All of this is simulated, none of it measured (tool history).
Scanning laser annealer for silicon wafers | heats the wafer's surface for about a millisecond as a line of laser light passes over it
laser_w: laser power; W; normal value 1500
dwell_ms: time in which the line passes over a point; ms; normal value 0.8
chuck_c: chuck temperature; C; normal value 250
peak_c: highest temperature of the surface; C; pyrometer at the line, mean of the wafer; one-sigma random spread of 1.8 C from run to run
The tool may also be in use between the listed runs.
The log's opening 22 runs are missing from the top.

run     day  laser_w  dwell_ms  chuck_c  hours of work since the window was cleaned  hours of work since the power meter was calibrated  hours of work since the optics were aligned  peak_c
 23  53.042     1567     0.572      248                                         351                                                 964                                         1263     940
 24  56.142     1547     0.592      232                                         395                                                1008                                         1307     925
 25  58.396     1547     0.592      232                                         426                                                1039                                         1338     924
 26  61.108     1500     0.589      224                                         464                                                1077                                         1376     892
 27  64.017     1371     0.777      224                                         505                                                1118                                         1417     900
 28  66.154     1371     0.777      224                                         535                                                1148                                         1447     895
 29  69.004     1371     0.777      224                                         574                                                1188                                         1487     899
 30  71.679     1371     0.777      224                                         612                                                1225                                         1524     896
 31  73.208     1500      0.94      239                                         633                                                1246                                         1545    1064
     74.133  -- optics aligned, line set to its width
 32  75.329     1500      0.94      239                                         660                                                1273                                           17    1063
 33  76.738     1500      0.94      239                                         680                                                1293                                           36    1060
 34  78.683     1589       0.8      222                                         707                                                1320                                           64    1046
     80.112  -- window over the wafer cleaned
 35  81.692     1537       0.8      222                                          22                                                1361                                          105    1011
 36  84.604     1537       0.8      222                                          63                                                1402                                          145    1013
 37  87.354     1537       0.8      222                                         101                                                1440                                          184    1015
 38  90.575     1416       0.8      278                                         146                                                1485                                          229     988
 39      92     1500     0.726      233                                         166                                                1505                                          249     966
 40  94.808     1500     0.726      233                                         205                                                1544                                          288     966

Alternative continuations, all from the tool just after run 40; predict every row:
  A  97.625     1319     0.821      250                                         245                                                1584                                          327       ?
  B  97.625     1500       0.8      276                                         245                                                1584                                          327       ?
  C  97.625     1500       0.8      272                                         245                                                1584                                          327       ?
  D  97.625     1650       0.8      250                                         245                                                1584                                          327       ?

run  peak_c
  A     907
  B    1044
  C    1038
  D    1117
What these runs would have given with no unlogged condition in the tool:
run  peak_c
  A     907
  B    1044
  C    1038
  D    1117
